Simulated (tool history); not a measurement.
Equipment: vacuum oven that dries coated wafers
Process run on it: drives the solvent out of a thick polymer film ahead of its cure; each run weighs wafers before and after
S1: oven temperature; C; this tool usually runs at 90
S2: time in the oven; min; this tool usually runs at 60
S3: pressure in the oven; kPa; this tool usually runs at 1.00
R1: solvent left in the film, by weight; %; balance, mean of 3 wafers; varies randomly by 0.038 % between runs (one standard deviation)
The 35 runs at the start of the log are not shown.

run	hour	S1	S2	S3	R1
36	647.8	85	60	1.29	4.19
37	673.0	85	60	1.29	4.14
38	693.4	85	60	1.29	4.12
39	710.4	85	60	1.29	4.09
40	730.5	85	60	1.29	4.16
41	745.6	102	60	1.00	0.45
42	761.6	97	91	3.42	1.21
43	772.0	91	60	3.48	2.96
44	783.6	91	60	3.48	3.00
45	798.9	91	60	3.48	2.99
46	813.3	86	66	1.65	3.33
47	836.4	78	66	0.72	6.33
48	847.3	78	66	0.72	6.35

Predict each of these 3 candidate next runs independently; none follows another, all start after run 48:
A	860.6	89	72	3.16	?
B	860.6	84	60	1.00	?
C	860.6	98	60	1.15	?

run	R1
A	2.70
B	4.46
C	0.79
With no hidden state in the tool, these same runs would have given:
run	R1
A	2.89
B	4.77
C	0.86
